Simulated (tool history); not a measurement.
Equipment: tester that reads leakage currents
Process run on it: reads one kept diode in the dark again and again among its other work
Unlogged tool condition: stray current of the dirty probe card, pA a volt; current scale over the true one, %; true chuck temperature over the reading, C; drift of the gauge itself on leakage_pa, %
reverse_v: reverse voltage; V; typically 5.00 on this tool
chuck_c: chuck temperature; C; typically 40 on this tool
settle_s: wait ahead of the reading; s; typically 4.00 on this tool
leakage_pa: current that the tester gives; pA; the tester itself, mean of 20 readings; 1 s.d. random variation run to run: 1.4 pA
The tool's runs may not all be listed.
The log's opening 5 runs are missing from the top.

| run | hour | reverse_v | chuck_c | settle_s | hours of work since the probe card was cleaned | hours of work since the tester was calibrated | hours of work since the chuck was calibrated | leakage_pa |
|---|---|---|---|---|---|---|---|---|
| 6 | 748.6 | 5.00 | 40 | 1.53 | 189 | 372 | 398 | 511.75 |
| 7 | 924.7 | 5.00 | 40 | 1.53 | 283 | 466 | 493 | 522.10 |
| 8 | 1038.0 | 5.66 | 40 | 1.53 | 344 | 527 | 553 | 551.58 |
| 9 | 1155.3 | 5.00 | 40 | 4.00 | 407 | 590 | 616 | 533.42 |
| 10 | 1333.8 | 5.00 | 24 | 4.00 | 502 | 685 | 712 | 133.25 |
|  | 1366.7 | chuck's temperature calibrated |
| 11 | 1546.5 | 5.00 | 24 | 4.00 | 615 | 798 | 96 | 118.86 |
| 12 | 1747.4 | 5.00 | 24 | 5.60 | 723 | 906 | 204 | 122.79 |
| 13 | 1841.9 | 5.00 | 24 | 5.60 | 773 | 956 | 255 | 123.74 |
| 14 | 2055.8 | 5.00 | 40 | 0.41 | 888 | 1071 | 369 | 514.80 |
| 15 | 2180.8 | 5.00 | 27 | 0.41 | 955 | 1138 | 436 | 170.72 |
| 16 | 2320.0 | 2.42 | 53 | 3.87 | 1029 | 1213 | 511 | 1138.07 |
| 17 | 2506.8 | 19.32 | 38 | 0.93 | 1129 | 1313 | 611 | 793.83 |
|  | 2722.8 | chuck's temperature calibrated |
| 18 | 2727.3 | 19.32 | 38 | 0.93 | 1247 | 1430 | 2 | 715.61 |
| 19 | 2958.4 | 1.80 | 23 | 1.07 | 1370 | 1553 | 126 | 73.41 |
| 20 | 3152.7 | 1.34 | 49 | 3.82 | 1474 | 1658 | 230 | 624.11 |
| 21 | 3247.8 | 5.00 | 26 | 1.97 | 1525 | 1709 | 281 | 153.98 |
|  | 3348.2 | probe card cleaned and baked |
| 22 | 3391.9 | 5.00 | 26 | 1.97 | 23 | 1784 | 357 | 145.10 |
| 23 | 3607.3 | 8.58 | 51 | 1.06 | 139 | 1900 | 472 | 1576.60 |
| 24 | 3811.2 | 6.29 | 40 | 4.00 | 248 | 2009 | 581 | 576.53 |
|  | 3911.3 | tester calibrated |
| 25 | 4004.3 | 6.29 | 40 | 4.00 | 350 | 50 | 684 | 596.93 |
|  | 4087.5 | chuck's temperature calibrated |
| 26 | 4107.5 | 6.29 | 40 | 4.00 | 405 | 104 | 11 | 521.30 |
| 27 | 4305.0 | 6.29 | 40 | 4.00 | 510 | 210 | 117 | 530.64 |
| 28 | 4456.4 | 6.29 | 40 | 4.00 | 592 | 291 | 198 | 540.08 |
| 29 | 4593.6 | 5.00 | 40 | 3.47 | 665 | 364 | 271 | 503.11 |
| 30 | 4786.0 | 7.98 | 22 | 3.41 | 768 | 468 | 374 | 128.96 |

Here are 3 independent what-if runs from the current tool condition. What would each one return?
| A | 4954.7 | 5.19 | 23 | 0.35 | 858 | 558 | 465 | ? |
| B | 4954.7 | 5.00 | 21 | 4.00 | 858 | 558 | 465 | ? |
| C | 4954.7 | 5.00 | 33 | 3.20 | 858 | 558 | 465 | ? |

| run | leakage_pa |
|---|---|
| A | 121.28 |
| B | 98.32 |
| C | 285.71 |
The same runs, with their run-to-run variation unchanged, on a tool lacking any hidden condition would have given:
| run | leakage_pa |
|---|---|
| A | 104.85 |
| B | 83.82 |
| C | 256.69 |
